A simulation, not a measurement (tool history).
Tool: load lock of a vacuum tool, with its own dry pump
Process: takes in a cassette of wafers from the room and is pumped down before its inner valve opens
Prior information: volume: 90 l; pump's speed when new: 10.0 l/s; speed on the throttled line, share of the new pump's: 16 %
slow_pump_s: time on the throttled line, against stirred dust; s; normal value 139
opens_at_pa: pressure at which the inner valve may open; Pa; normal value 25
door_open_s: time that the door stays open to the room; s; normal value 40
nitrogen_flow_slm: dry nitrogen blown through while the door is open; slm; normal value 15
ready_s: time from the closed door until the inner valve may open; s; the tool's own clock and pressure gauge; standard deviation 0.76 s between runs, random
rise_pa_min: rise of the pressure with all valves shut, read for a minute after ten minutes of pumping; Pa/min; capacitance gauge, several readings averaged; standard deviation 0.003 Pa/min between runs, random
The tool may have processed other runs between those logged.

| run | hour | slow_pump_s | opens_at_pa | door_open_s | nitrogen_flow_slm | incoming humidity of the room's air, % | ready_s | rise_pa_min |
|---|---|---|---|---|---|---|---|---|
| 1 | 0 | 139 | 25 | 40 | 15 | 48.9 | 197.6 | 0.373 |
| 2 | 198.4 | 160 | 25 | 40 | 15 | 43.7 | 215.8 | 0.372 |
| 3 | 480 | 160 | 25 | 40 | 15 | 43.7 | 215.8 | 0.389 |
| 4 | 671.6 | 160 | 25 | 40 | 15 | 47.6 | 214.4 | 0.4 |
| 5 | 878.5 | 160 | 25 | 40 | 16 | 45.6 | 215.9 | 0.403 |
| 6 | 1024.1 | 160 | 25 | 40 | 16 | 44.8 | 217 | 0.416 |
| 7 | 1222.7 | 160 | 25 | 40 | 16 | 42.3 | 216.4 | 0.419 |
| 8 | 1357.7 | 160 | 25 | 40 | 16 | 44.3 | 217.5 | 0.422 |
| 9 | 1633.7 | 160 | 25 | 40 | 16 | 44.9 | 216.8 | 0.442 |
| 10 | 1838.4 | 160 | 25 | 40 | 16 | 45.6 | 217 | 0.447 |
| 11 | 2084.7 | 160 | 25 | 40 | 16 | 43.3 | 216.5 | 0.455 |
| 12 | 2237.4 | 139 | 48 | 40 | 15 | 45.7 | 194.2 | 0.473 |
| 13 | 2417.4 | 139 | 20 | 40 | 15 | 46.1 | 202.3 | 0.462 |
| 14 | 2551.3 | 139 | 20 | 40 | 15 | 46.8 | 201.9 | 0.485 |
| 15 | 2817 | 139 | 20 | 40 | 15 | 51.2 | 203.7 | 0.499 |
| 16 | 3082.2 | 139 | 25 | 40 | 15 | 50.8 | 200.1 | 0.523 |
| 17 | 3277.3 | 139 | 25 | 40 | 15 | 45 | 200 | 0.512 |
| 18 | 3398.8 | 139 | 25 | 40 | 45 | 46.5 | 200.1 | 0.526 |
| 19 | 3672.1 | 139 | 46 | 84 | 45 | 45.3 | 195.1 | 0.552 |
| 20 | 3932.5 | 139 | 46 | 84 | 45 | 44.9 | 194.8 | 0.555 |
| 21 | 4053.9 | 139 | 46 | 84 | 45 | 47.5 | 195.4 | 0.557 |
| 22 | 4227.9 | 139 | 21 | 162 | 15 | 48.6 | 201.8 | 0.573 |
| 23 | 4350.4 | 113 | 47 | 182 | 8 | 42.7 | 173.4 | 0.599 |
| 24 | 4629.4 | 275 | 36 | 182 | 8 | 46.5 | 307.3 | 0.599 |
| 25 | 4859.5 | 92 | 25 | 40 | 15 | 42.9 | 163.7 | 0.597 |
| 26 | 5014.4 | 73 | 27 | 125 | 34 | 44.8 | 147.5 | 0.613 |
| 27 | 5226 | 73 | 27 | 125 | 34 | 46.5 | 148.2 | 0.615 |
| 28 | 5436 | 73 | 27 | 125 | 34 | 47.5 | 147.2 | 0.632 |
| 29 | 5635.9 | 73 | 27 | 125 | 34 | 43.9 | 149 | 0.636 |
| 30 | 5908.9 | 139 | 25 | 40 | 5 | 47.7 | 201.8 | 0.662 |
|  | 6018.6 | door's seal changed, seat wiped |
| 31 | 6085.7 | 137 | 38 | 40 | 35 | 44.9 | 198 | 0.013 |
| 32 | 6254.5 | 137 | 38 | 40 | 35 | 45.7 | 196.2 | 0.014 |
| 33 | 6516.6 | 137 | 38 | 40 | 35 | 45.7 | 197.7 | 0.015 |
|  | 6590.6 | dry pump taken out, an overhauled one fitted |
| 34 | 6658.9 | 277 | 25 | 33 | 15 | 42.2 | 308.3 | 0.023 |
| 35 | 6890.9 | 277 | 25 | 33 | 15 | 44.6 | 307.5 | 0.021 |
| 36 | 7133.1 | 277 | 25 | 33 | 15 | 46.2 | 306.9 | 0.019 |

5 ways to go on from here, each from the tool as it stands after run 36. What would each give?
| A | 7268.8 | 277 | 20 | 33 | 15 | 40.3 | ? | ? |
| B | 7268.8 | 139 | 25 | 206 | 15 | 43.1 | ? | ? |
| C | 7268.8 | 148 | 25 | 33 | 15 | 43.7 | ? | ? |
| D | 7268.8 | 71 | 25 | 33 | 7 | 45.8 | ? | ? |
| E | 7268.8 | 139 | 25 | 75 | 15 | 47.3 | ? | ? |

| run | ready_s | rise_pa_min |
|---|---|---|
| A | 311.4 | 0.023 |
| B | 192.7 | 0.033 |
| C | 199.6 | 0.027 |
| D | 135.1 | 0.029 |
| E | 193.6 | 0.029 |
Stripped of hidden state, with their random variation kept, the same runs would have yielded:
| run | ready_s | rise_pa_min |
|---|---|---|
| A | 311.2 | 0.009 |
| B | 192.3 | 0.018 |
| C | 199.2 | 0.013 |
| D | 134.6 | 0.015 |
| E | 193.2 | 0.015 |
